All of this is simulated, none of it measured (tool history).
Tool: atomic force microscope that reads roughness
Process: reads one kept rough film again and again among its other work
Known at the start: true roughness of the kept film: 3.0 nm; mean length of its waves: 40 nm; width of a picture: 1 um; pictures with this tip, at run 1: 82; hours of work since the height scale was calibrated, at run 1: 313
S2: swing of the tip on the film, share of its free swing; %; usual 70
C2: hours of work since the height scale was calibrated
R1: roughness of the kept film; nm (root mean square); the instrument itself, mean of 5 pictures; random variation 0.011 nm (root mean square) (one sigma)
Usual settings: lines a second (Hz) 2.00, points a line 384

Run 1, day 0.000: usual settings; pictures with this tip 82; C2 313. Result: R1 2.562 nm (root mean square).
Run 2, day 0.658: usual settings; pictures with this tip 102; C2 320. Result: R1 2.554 nm (root mean square).
Run 3, day 1.429: usual settings; pictures with this tip 126; C2 327. Result: R1 2.551 nm (root mean square).
At day 1.983: new tip fitted.
Run 4, day 2.192: usual settings; pictures with this tip 6; C2 335. Result: R1 2.553 nm (root mean square).
Run 5, day 2.700: usual settings; pictures with this tip 22; C2 340. Result: R1 2.554 nm (root mean square).
Run 6, day 3.512: usual settings; pictures with this tip 48; C2 348. Result: R1 2.555 nm (root mean square).
Run 7, day 4.325: usual settings; pictures with this tip 73; C2 356. Result: R1 2.534 nm (root mean square).
Run 8, day 5.275: usual settings; pictures with this tip 103; C2 366. Result: R1 2.565 nm (root mean square).
Run 9, day 5.821: usual settings but lines a second (Hz) 3.20; pictures with this tip 120; C2 371. Result: R1 2.418 nm (root mean square).
Run 10, day 6.542: usual settings but points a line 716; pictures with this tip 142; C2 378. Result: R1 2.558 nm (root mean square).
At day 6.621: new tip fitted.
Run 11, day 7.012: usual settings but points a line 493; pictures with this tip 12; C2 383. Result: R1 2.566 nm (root mean square).
Run 12, day 7.500: usual settings; pictures with this tip 27; C2 388. Result: R1 2.544 nm (root mean square).
Run 13, day 7.929: usual settings; pictures with this tip 41; C2 392. Result: R1 2.558 nm (root mean square).
Run 14, day 8.629: usual settings; pictures with this tip 62; C2 399. Result: R1 2.548 nm (root mean square).
Run 15, day 9.250: usual settings; pictures with this tip 82; C2 405. Result: R1 2.559 nm (root mean square).
Run 16, day 9.808: usual settings; pictures with this tip 99; C2 411. Result: R1 2.539 nm (root mean square).
Run 17, day 10.538: usual settings but points a line 278; pictures with this tip 122; C2 418. Result: R1 2.532 nm (root mean square).
Run 18, day 11.125: usual settings but lines a second (Hz) 3.79; pictures with this tip 140; C2 424. Result: R1 2.365 nm (root mean square).
At day 11.229: new tip fitted.
Run 19, day 11.775: usual settings but lines a second (Hz) 3.79; pictures with this tip 17; C2 430. Result: R1 2.339 nm (root mean square).
Run 20, day 12.400: usual settings but lines a second (Hz) 3.79; pictures with this tip 36; C2 437. Result: R1 2.342 nm (root mean square).
Run 21, day 13.058: usual settings but lines a second (Hz) 3.79; pictures with this tip 57; C2 443. Result: R1 2.338 nm (root mean square).
Run 22, day 13.517: usual settings but lines a second (Hz) 0.53; pictures with this tip 71; C2 448. Result: R1 2.750 nm (root mean square).
Run 23, day 14.104: usual settings but lines a second (Hz) 0.53; pictures with this tip 90; C2 454. Result: R1 2.767 nm (root mean square).
Run 24, day 14.833: usual settings but lines a second (Hz) 0.53; pictures with this tip 112; C2 461. Result: R1 2.768 nm (root mean square).
Run 25, day 15.262: usual settings but lines a second (Hz) 0.97; pictures with this tip 126; C2 465. Result: R1 2.673 nm (root mean square).
At day 15.858: new tip fitted.
Run 26, day 16.050: usual settings; pictures with this tip 6; C2 473. Result: R1 2.554 nm (root mean square).
Run 27, day 16.704: usual settings; pictures with this tip 26; C2 479. Result: R1 2.561 nm (root mean square).
Run 28, day 17.600: usual settings; pictures with this tip 54; C2 488. Result: R1 2.567 nm (root mean square).
Run 29, day 18.262: usual settings; pictures with this tip 75; C2 495. Result: R1 2.558 nm (root mean square).
Run 30, day 19.129: usual settings but lines a second (Hz) 0.72, S2 86 %, points a line 378; pictures with this tip 102; C2 504. Result: R1 2.586 nm (root mean square).
Run 31, day 19.717: usual settings but lines a second (Hz) 0.67, S2 57 %, points a line 730; pictures with this tip 120; C2 510. Result: R1 2.792 nm (root mean square).
Run 32, day 20.354: usual settings but lines a second (Hz) 0.66, S2 68 %, points a line 267; pictures with this tip 140; C2 516. Result: R1 2.725 nm (root mean square).
At day 20.471: new tip fitted.
Run 33, day 21.179: usual settings but lines a second (Hz) 0.66, S2 68 %, points a line 267; pictures with this tip 22; C2 524. Result: R1 2.754 nm (root mean square).
Run 34, day 21.621: usual settings but lines a second (Hz) 1.25, S2 64 %; pictures with this tip 36; C2 529. Result: R1 2.720 nm (root mean square).
Run 35, day 22.312: usual settings but lines a second (Hz) 0.63, S2 59 %, points a line 319; pictures with this tip 57; C2 535. Result: R1 2.788 nm (root mean square).
Run 36, day 23.158: usual settings but lines a second (Hz) 0.63, S2 59 %, points a line 319; pictures with this tip 84; C2 544. Result: R1 2.774 nm (root mean square).
Run 37, day 24.062: usual settings but lines a second (Hz) 0.53, S2 80 %, points a line 567; pictures with this tip 112; C2 553. Result: R1 2.721 nm (root mean square).
Run 38, day 25.008: usual settings but lines a second (Hz) 0.70, S2 55 %, points a line 567; pictures with this tip 141; C2 562. Result: R1 2.781 nm (root mean square).
At day 25.121: new tip fitted.
Run 39, day 25.458: usual settings but lines a second (Hz) 0.70, S2 55 %, points a line 567; pictures with this tip 11; C2 567. Result: R1 2.803 nm (root mean square).
Run 40, day 26.258: usual settings but lines a second (Hz) 0.70, S2 63 %, points a line 302; pictures with this tip 36; C2 575. Result: R1 2.749 nm (root mean square).
Run 41, day 26.933: usual settings but lines a second (Hz) 0.69, S2 71 %, points a line 407; pictures with this tip 57; C2 581. Result: R1 2.748 nm (root mean square).
Run 42, day 27.708: usual settings but lines a second (Hz) 0.69, S2 71 %, points a line 407; pictures with this tip 81; C2 589. Result: R1 2.730 nm (root mean square).
Run 43, day 28.467: usual settings but lines a second (Hz) 2.79, S2 76 %; pictures with this tip 105; C2 597. Result: R1 2.312 nm (root mean square).

Forecast run 44:
Run 44, day 29.225: usual settings but lines a second (Hz) 2.79, S2 76 %; pictures with this tip 128; C2 604. Result: R1 ?.

Run 44 gave R1 2.328 nm (root mean square).
Without the tool's hidden state the same run would have given R1 2.332 nm (root mean square).
